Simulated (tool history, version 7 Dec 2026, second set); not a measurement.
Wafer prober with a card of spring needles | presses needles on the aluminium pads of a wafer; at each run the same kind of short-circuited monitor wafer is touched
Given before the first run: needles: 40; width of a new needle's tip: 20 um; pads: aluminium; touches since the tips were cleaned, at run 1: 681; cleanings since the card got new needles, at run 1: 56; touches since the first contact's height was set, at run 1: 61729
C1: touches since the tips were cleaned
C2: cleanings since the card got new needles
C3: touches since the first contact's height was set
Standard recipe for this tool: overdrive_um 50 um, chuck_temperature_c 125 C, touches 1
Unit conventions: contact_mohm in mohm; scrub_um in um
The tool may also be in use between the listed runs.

{"run": 1, "day": 0.0, "overdrive_um": 50, "chuck_temperature_c": 125, "touches": 1, "C1": 681, "C2": 56, "C3": 61729, "contact_mohm": 240, "scrub_um": 11.06}
{"day": 0.188, "done": "height of the first contact set anew"}
{"day": 0.75, "done": "tips cleaned on abrasive film"}
{"day": 1.629, "done": "tips cleaned on abrasive film"}
{"run": 2, "day": 1.896, "overdrive_um": 50, "chuck_temperature_c": 125, "touches": 1, "C1": 2054, "C2": 58, "C3": 13078, "contact_mohm": 242, "scrub_um": 11.02}
{"day": 2.604, "done": "tips cleaned on abrasive film"}
{"run": 3, "day": 2.679, "overdrive_um": 50, "chuck_temperature_c": 125, "touches": 1, "C1": 565, "C2": 59, "C3": 19047, "contact_mohm": 239, "scrub_um": 11.0}
{"day": 3.442, "done": "tips cleaned on abrasive film"}
{"run": 4, "day": 3.671, "overdrive_um": 50, "chuck_temperature_c": 125, "touches": 1, "C1": 1774, "C2": 60, "C3": 26660, "contact_mohm": 244, "scrub_um": 11.04}
{"day": 4.271, "done": "tips cleaned on abrasive film"}
{"day": 5.121, "done": "tips cleaned on abrasive film"}
{"run": 5, "day": 5.233, "overdrive_um": 50, "chuck_temperature_c": 125, "touches": 1, "C1": 864, "C2": 62, "C3": 38617, "contact_mohm": 242, "scrub_um": 11.07}
{"day": 5.988, "done": "tips cleaned on abrasive film"}
{"run": 6, "day": 6.738, "overdrive_um": 50, "chuck_temperature_c": 125, "touches": 3, "C1": 5757, "C2": 63, "C3": 50139, "contact_mohm": 242, "scrub_um": 11.05}
{"day": 6.854, "done": "tips cleaned on abrasive film"}
{"run": 7, "day": 7.621, "overdrive_um": 50, "chuck_temperature_c": 125, "touches": 3, "C1": 5885, "C2": 64, "C3": 56919, "contact_mohm": 246, "scrub_um": 10.99}
{"day": 7.758, "done": "tips cleaned on abrasive film"}
{"day": 8.454, "done": "height of the first contact set anew"}
{"day": 8.617, "done": "tips cleaned on abrasive film"}
{"run": 8, "day": 8.808, "overdrive_um": 50, "chuck_temperature_c": 125, "touches": 3, "C1": 1499, "C2": 66, "C3": 2717, "contact_mohm": 239, "scrub_um": 11.01}
{"day": 9.492, "done": "tips cleaned on abrasive film"}
{"day": 10.292, "done": "tips cleaned on abrasive film"}
{"run": 9, "day": 10.342, "overdrive_um": 50, "chuck_temperature_c": 125, "touches": 3, "C1": 378, "C2": 68, "C3": 14425, "contact_mohm": 242, "scrub_um": 11.05}
{"day": 11.15, "done": "tips cleaned on abrasive film"}
{"run": 10, "day": 11.312, "overdrive_um": 50, "chuck_temperature_c": 125, "touches": 3, "C1": 1270, "C2": 69, "C3": 21882, "contact_mohm": 244, "scrub_um": 11.06}
{"day": 12.025, "done": "tips cleaned on abrasive film"}
{"run": 11, "day": 12.65, "overdrive_um": 50, "chuck_temperature_c": 120, "touches": 3, "C1": 4785, "C2": 70, "C3": 32121, "contact_mohm": 244, "scrub_um": 11.04}
{"day": 12.875, "done": "tips cleaned on abrasive film"}
{"day": 13.696, "done": "tips cleaned on abrasive film"}
{"run": 12, "day": 14.279, "overdrive_um": 50, "chuck_temperature_c": 120, "touches": 3, "C1": 4488, "C2": 72, "C3": 44593, "contact_mohm": 237, "scrub_um": 11.0}
{"day": 14.608, "done": "tips cleaned on abrasive film"}
{"run": 13, "day": 15.208, "overdrive_um": 50, "chuck_temperature_c": 125, "touches": 1, "C1": 4600, "C2": 73, "C3": 51704, "contact_mohm": 239, "scrub_um": 11.02}
{"day": 15.492, "done": "tips cleaned on abrasive film"}
{"day": 16.338, "done": "tips cleaned on abrasive film"}
{"day": 16.712, "done": "height of the first contact set anew"}
{"run": 14, "day": 16.712, "overdrive_um": 50, "chuck_temperature_c": 125, "touches": 1, "C1": 2816, "C2": 75, "C3": 0, "contact_mohm": 245, "scrub_um": 11.02}
{"day": 17.175, "done": "tips cleaned on abrasive film"}
{"day": 18.054, "done": "tips cleaned on abrasive film"}
{"run": 15, "day": 18.208, "overdrive_um": 50, "chuck_temperature_c": 125, "touches": 1, "C1": 1194, "C2": 77, "C3": 11443, "contact_mohm": 241, "scrub_um": 11.04}
{"day": 18.975, "done": "tips cleaned on abrasive film"}
{"day": 19.812, "done": "tips cleaned on abrasive film"}
{"run": 16, "day": 19.938, "overdrive_um": 50, "chuck_temperature_c": 125, "touches": 1, "C1": 970, "C2": 79, "C3": 24675, "contact_mohm": 242, "scrub_um": 11.05}
{"day": 20.662, "done": "tips cleaned on abrasive film"}
{"run": 17, "day": 21.033, "overdrive_um": 36, "chuck_temperature_c": 63, "touches": 1, "C1": 2870, "C2": 80, "C3": 33072, "contact_mohm": 231, "scrub_um": 7.9}
{"day": 21.562, "done": "tips cleaned on abrasive film"}
{"run": 18, "day": 21.904, "overdrive_um": 31, "chuck_temperature_c": 125, "touches": 1, "C1": 2609, "C2": 81, "C3": 39725, "contact_mohm": 254, "scrub_um": 6.81}
{"day": 22.446, "done": "tips cleaned on abrasive film"}
{"run": 19, "day": 22.679, "overdrive_um": 31, "chuck_temperature_c": 45, "touches": 2, "C1": 1802, "C2": 82, "C3": 45681, "contact_mohm": 229, "scrub_um": 6.81}
{"day": 23.296, "done": "tips cleaned on abrasive film"}
{"run": 20, "day": 23.862, "overdrive_um": 31, "chuck_temperature_c": 45, "touches": 2, "C1": 4382, "C2": 83, "C3": 54746, "contact_mohm": 234, "scrub_um": 6.84}
{"day": 24.112, "done": "tips cleaned on abrasive film"}
{"run": 21, "day": 24.733, "overdrive_um": 40, "chuck_temperature_c": 47, "touches": 1, "C1": 4787, "C2": 84, "C3": 61409, "contact_mohm": 226, "scrub_um": 8.8}
{"day": 25.025, "done": "tips cleaned on abrasive film"}
{"day": 25.038, "done": "height of the first contact set anew"}
{"run": 22, "day": 25.604, "overdrive_um": 59, "chuck_temperature_c": 96, "touches": 2, "C1": 4360, "C2": 85, "C3": 4360, "contact_mohm": 229, "scrub_um": 13.02}
{"day": 25.942, "done": "tips cleaned on abrasive film"}
{"run": 23, "day": 26.525, "overdrive_um": 59, "chuck_temperature_c": 96, "touches": 2, "C1": 4512, "C2": 86, "C3": 11439, "contact_mohm": 229, "scrub_um": 13.01}
{"day": 26.792, "done": "tips cleaned on abrasive film"}
{"day": 27.65, "done": "tips cleaned on abrasive film"}
{"run": 24, "day": 28.229, "overdrive_um": 31, "chuck_temperature_c": 97, "touches": 2, "C1": 4463, "C2": 88, "C3": 24487, "contact_mohm": 247, "scrub_um": 6.84}
{"day": 28.471, "done": "tips cleaned on abrasive film"}
{"day": 29.392, "done": "tips cleaned on abrasive film"}
{"run": 25, "day": 29.708, "overdrive_um": 37, "chuck_temperature_c": 46, "touches": 1, "C1": 2439, "C2": 90, "C3": 35798, "contact_mohm": 228, "scrub_um": 8.18}
{"day": 30.238, "done": "tips cleaned on abrasive film"}
{"day": 31.058, "done": "tips cleaned on abrasive film"}
{"run": 26, "day": 31.058, "overdrive_um": 37, "chuck_temperature_c": 119, "touches": 2, "C1": 0, "C2": 92, "C3": 46117, "contact_mohm": 247, "scrub_um": 8.2}
{"day": 31.858, "done": "tips cleaned on abrasive film"}
{"run": 27, "day": 31.858, "overdrive_um": 49, "chuck_temperature_c": 92, "touches": 1, "C1": 0, "C2": 93, "C3": 52249, "contact_mohm": 235, "scrub_um": 10.83}
{"day": 32.7, "done": "tips cleaned on abrasive film"}
{"day": 33.371, "done": "height of the first contact set anew"}
{"run": 28, "day": 33.379, "overdrive_um": 40, "chuck_temperature_c": 92, "touches": 2, "C1": 5135, "C2": 94, "C3": 78, "contact_mohm": 240, "scrub_um": 8.8}
{"day": 33.512, "done": "tips cleaned on abrasive film"}
{"day": 34.379, "done": "tips cleaned on abrasive film"}
{"run": 29, "day": 34.854, "overdrive_um": 40, "chuck_temperature_c": 92, "touches": 2, "C1": 3635, "C2": 96, "C3": 11347, "contact_mohm": 243, "scrub_um": 8.85}
{"day": 35.208, "done": "tips cleaned on abrasive film"}
{"day": 36.075, "done": "tips cleaned on abrasive film"}
{"run": 30, "day": 36.662, "overdrive_um": 48, "chuck_temperature_c": 80, "touches": 1, "C1": 4525, "C2": 98, "C3": 25206, "contact_mohm": 230, "scrub_um": 10.62}

What differs in the tool's unlogged condition from the final listed run ahead of each entry between runs to the first listed run following it?
Logged between run 1 and run 2: height of the first contact set anew (day 0.188); tips cleaned on abrasive film (day 0.750); tips cleaned on abrasive film (day 1.629)
  debris on the tips, nm: 0.1 -> 0.2
Logged between run 2 and run 3: tips cleaned on abrasive film (day 2.604)
  debris on the tips, nm: 0.2 -> 0.1
Logged between run 3 and run 4: tips cleaned on abrasive film (day 3.442)
  debris on the tips, nm: 0.1 -> 0.2
Logged between run 4 and run 5: tips cleaned on abrasive film (day 4.271); tips cleaned on abrasive film (day 5.121)
  debris on the tips, nm: 0.2 -> 0.1
Logged between run 5 and run 6: tips cleaned on abrasive film (day 5.988)
  debris on the tips, nm: 0.1 -> 0.3
Logged between run 6 and run 7: tips cleaned on abrasive film (day 6.854)
  debris on the tips, nm: 0.3 -> 0.4
Logged between run 7 and run 8: tips cleaned on abrasive film (day 7.758); height of the first contact set anew (day 8.454); tips cleaned on abrasive film (day 8.617)
  debris on the tips, nm: 0.4 -> 0.2
Logged between run 8 and run 9: tips cleaned on abrasive film (day 9.492); tips cleaned on abrasive film (day 10.292)
  debris on the tips, nm: 0.2 -> 0.1
Logged between run 9 and run 10: tips cleaned on abrasive film (day 11.150)
  debris on the tips, nm: 0.1 -> 0.2
Logged between run 10 and run 11: tips cleaned on abrasive film (day 12.025)
  debris on the tips, nm: 0.2 -> 0.3
Logged between run 11 and run 12: tips cleaned on abrasive film (day 12.875); tips cleaned on abrasive film (day 13.696)
  both runs share identical hidden conditions
Logged between run 12 and run 13: tips cleaned on abrasive film (day 14.608)
  both runs share identical hidden conditions
Logged between run 13 and run 14: tips cleaned on abrasive film (day 15.492); tips cleaned on abrasive film (day 16.338); height of the first contact set anew (day 16.712)
  both runs share identical hidden conditions
Logged between run 14 and run 15: tips cleaned on abrasive film (day 17.175); tips cleaned on abrasive film (day 18.054)
  debris on the tips, nm: 0.3 -> 0.2
Logged between run 15 and run 16: tips cleaned on abrasive film (day 18.975); tips cleaned on abrasive film (day 19.812)
  debris on the tips, nm: 0.2 -> 0.1
Logged between run 16 and run 17: tips cleaned on abrasive film (day 20.662)
  debris on the tips, nm: 0.1 -> 0.2
Logged between run 17 and run 18: tips cleaned on abrasive film (day 21.562)
  both runs share identical hidden conditions
Logged between run 18 and run 19: tips cleaned on abrasive film (day 22.446)
  tips' diameter, um: 20.01 -> 20.02
Logged between run 19 and run 20: tips cleaned on abrasive film (day 23.296)
  debris on the tips, nm: 0.2 -> 0.3
Logged between run 20 and run 21: tips cleaned on abrasive film (day 24.112)
  both runs share identical hidden conditions
Logged between run 21 and run 22: tips cleaned on abrasive film (day 25.025); height of the first contact set anew (day 25.038)
  both runs share identical hidden conditions
Logged between run 22 and run 23: tips cleaned on abrasive film (day 25.942)
  both runs share identical hidden conditions
Logged between run 23 and run 24: tips cleaned on abrasive film (day 26.792); tips cleaned on abrasive film (day 27.650)
  both runs share identical hidden conditions
Logged between run 24 and run 25: tips cleaned on abrasive film (day 28.471); tips cleaned on abrasive film (day 29.392)
  debris on the tips, nm: 0.3 -> 0.2
Logged between run 25 and run 26: tips cleaned on abrasive film (day 30.238); tips cleaned on abrasive film (day 31.058)
  debris on the tips, nm: 0.2 -> 0
Logged between run 26 and run 27: tips cleaned on abrasive film (day 31.858)
  both runs share identical hidden conditions
Logged between run 27 and run 28: tips cleaned on abrasive film (day 32.700); height of the first contact set anew (day 33.371)
  debris on the tips, nm: 0 -> 0.3
Logged between run 28 and run 29: tips cleaned on abrasive film (day 33.512); tips cleaned on abrasive film (day 34.379)
  both runs share identical hidden conditions
Logged between run 29 and run 30: tips cleaned on abrasive film (day 35.208); tips cleaned on abrasive film (day 36.075)
  both runs share identical hidden conditions
